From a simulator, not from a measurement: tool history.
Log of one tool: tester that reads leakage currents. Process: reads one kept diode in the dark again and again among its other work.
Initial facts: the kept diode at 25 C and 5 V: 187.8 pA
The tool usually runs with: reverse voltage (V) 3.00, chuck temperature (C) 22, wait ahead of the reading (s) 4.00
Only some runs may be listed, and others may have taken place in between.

| run | hour | reverse voltage (V) | chuck temperature (C) | wait ahead of the reading (s) | current that the tester gives (pA) |
|---|---|---|---|---|---|
| 1 | 0.0 | 3.00 | 22 | 4.00 | 104.42 |
| 2 | 173.6 | 3.00 | 22 | 0.47 | 104.55 |
|  | 314.7 | chuck's temperature calibrated |
| 3 | 352.3 | 3.00 | 22 | 0.47 | 115.11 |
| 4 | 473.6 | 3.00 | 22 | 0.47 | 114.27 |
| 5 | 560.0 | 3.00 | 22 | 4.00 | 111.84 |
| 6 | 735.5 | 3.00 | 22 | 4.00 | 110.20 |
| 7 | 822.5 | 3.00 | 22 | 4.00 | 109.80 |
| 8 | 986.8 | 3.00 | 22 | 4.00 | 107.26 |
| 9 | 1144.5 | 3.00 | 22 | 4.00 | 106.78 |
| 10 | 1241.8 | 3.00 | 22 | 4.00 | 105.73 |
| 11 | 1351.1 | 3.00 | 28 | 4.00 | 168.25 |
|  | 1366.9 | tester calibrated |
| 12 | 1446.0 | 3.00 | 28 | 4.00 | 167.43 |
|  | 1567.2 | chuck's temperature calibrated |
| 13 | 1618.8 | 3.00 | 28 | 4.00 | 179.30 |
|  | 1696.4 | tester calibrated, once more |
| 14 | 1767.5 | 9.48 | 22 | 4.00 | 213.62 |
| 15 | 1871.1 | 9.48 | 22 | 4.00 | 211.17 |
| 16 | 2018.7 | 3.00 | 35 | 4.00 | 299.90 |
| 17 | 2140.3 | 3.00 | 22 | 0.50 | 110.31 |
| 18 | 2220.8 | 3.00 | 22 | 0.50 | 109.21 |
| 19 | 2303.5 | 3.00 | 30 | 4.00 | 200.19 |
| 20 | 2421.4 | 3.00 | 30 | 4.00 | 198.75 |
| 21 | 2515.0 | 1.56 | 25 | 4.00 | 92.72 |
| 22 | 2690.1 | 15.58 | 25 | 0.92 | 338.58 |
| 23 | 2787.9 | 15.58 | 25 | 0.92 | 338.18 |
|  | 2812.2 | chuck's temperature calibrated |
| 24 | 2890.7 | 2.36 | 27 | 0.70 | 151.72 |
| 25 | 3043.8 | 2.36 | 27 | 0.70 | 148.96 |
| 26 | 3205.6 | 2.36 | 27 | 0.70 | 146.88 |
| 27 | 3279.5 | 2.36 | 27 | 0.70 | 145.61 |
| 28 | 3410.0 | 2.36 | 27 | 7.61 | 144.26 |
| 29 | 3484.3 | 2.36 | 25 | 1.05 | 123.30 |
| 30 | 3598.2 | 14.24 | 26 | 0.79 | 367.09 |
| 31 | 3740.8 | 2.36 | 26 | 1.40 | 129.61 |
| 32 | 3848.6 | 8.74 | 52 | 0.42 | 1763.33 |
| 33 | 3963.3 | 3.00 | 27 | 2.97 | 157.22 |
|  | 4054.1 | chuck's temperature calibrated |
| 34 | 4101.8 | 3.00 | 27 | 2.97 | 174.66 |
| 35 | 4242.4 | 17.71 | 38 | 6.20 | 1040.50 |
| 36 | 4381.3 | 3.00 | 20 | 1.27 | 99.67 |
| 37 | 4521.1 | 3.00 | 20 | 1.27 | 98.35 |
| 38 | 4640.8 | 3.00 | 52 | 4.00 | 1015.60 |
| 39 | 4796.4 | 3.00 | 52 | 4.00 | 1007.83 |

Run by run, hidden condition taken away, random variation retained:
Hidden state at play: stray current of the dirty probe card, pA a volt; current scale over the true one, %; true chuck temperature over the reading, C; drift of the gauge itself on leakage_pa, %.
| run | current that the tester gives (pA) |
|---|---|
| 1 | 112.12 |
| 2 | 113.81 |
| 3 | 113.43 |
| 4 | 113.61 |
| 5 | 111.90 |
| 6 | 111.87 |
| 7 | 112.25 |
| 8 | 111.20 |
| 9 | 112.13 |
| 10 | 111.88 |
| 11 | 181.08 |
| 12 | 181.96 |
| 13 | 180.89 |
| 14 | 208.31 |
| 15 | 207.63 |
| 16 | 312.06 |
| 17 | 113.60 |
| 18 | 113.21 |
| 19 | 212.35 |
| 20 | 212.92 |
| 21 | 100.26 |
| 22 | 352.82 |
| 23 | 354.44 |
| 24 | 148.98 |
| 25 | 147.95 |
| 26 | 147.80 |
| 27 | 147.36 |
| 28 | 147.40 |
| 29 | 126.28 |
| 30 | 364.05 |
| 31 | 136.03 |
| 32 | 1892.51 |
| 33 | 167.63 |
| 34 | 168.32 |
| 35 | 1013.93 |
| 36 | 95.33 |
| 37 | 95.13 |
| 38 | 1052.25 |
| 39 | 1056.80 |
